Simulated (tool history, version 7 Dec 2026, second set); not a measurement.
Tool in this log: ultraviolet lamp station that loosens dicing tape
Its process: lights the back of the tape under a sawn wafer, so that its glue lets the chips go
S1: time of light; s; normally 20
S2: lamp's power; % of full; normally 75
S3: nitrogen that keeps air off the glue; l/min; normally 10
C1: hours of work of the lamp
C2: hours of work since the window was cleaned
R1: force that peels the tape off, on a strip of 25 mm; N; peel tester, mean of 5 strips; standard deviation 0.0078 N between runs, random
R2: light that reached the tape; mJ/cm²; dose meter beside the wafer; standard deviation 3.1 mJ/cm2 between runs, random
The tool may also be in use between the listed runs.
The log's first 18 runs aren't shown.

| run | hour | S1 | S2 | S3 | C1 | C2 | R1 | R2 |
|---|---|---|---|---|---|---|---|---|
|  | 972.8 | window cleaned of glue's vapour |
| 19 | 1014.6 | 14 | 63 | 5 | 998 | 23 | 2.067 | 192 |
| 20 | 1071.2 | 14 | 63 | 5 | 1029 | 54 | 2.161 | 188 |
| 21 | 1107.3 | 17 | 71 | 5 | 1049 | 74 | 1.501 | 253 |
| 22 | 1172.7 | 10 | 77 | 9 | 1085 | 111 | 2.172 | 151 |
| 23 | 1249.9 | 10 | 77 | 9 | 1128 | 153 | 2.353 | 144 |
| 24 | 1313.0 | 20 | 89 | 10 | 1163 | 188 | 0.680 | 325 |
| 25 | 1344.8 | 17 | 89 | 18 | 1180 | 206 | 0.779 | 266 |
|  | 1362.4 | window cleaned of glue's vapour |
| 26 | 1423.7 | 17 | 89 | 18 | 1224 | 34 | 0.592 | 300 |
| 27 | 1462.3 | 10 | 75 | 4 | 1245 | 55 | 2.947 | 147 |
| 28 | 1511.7 | 18 | 75 | 3 | 1272 | 83 | 1.857 | 252 |
| 29 | 1582.1 | 18 | 75 | 3 | 1311 | 121 | 1.988 | 243 |

For run 30, what comes out?
| 30 | 1649.9 | 18 | 75 | 3 | 1349 | 159 | ? | ? |

{"run 30": {"R1": 1.983, "R2": 229}}
With the hidden condition absent and the run-to-run variation left alone, this run would have shown R1 0.805 N, R2 421 mJ/cm².
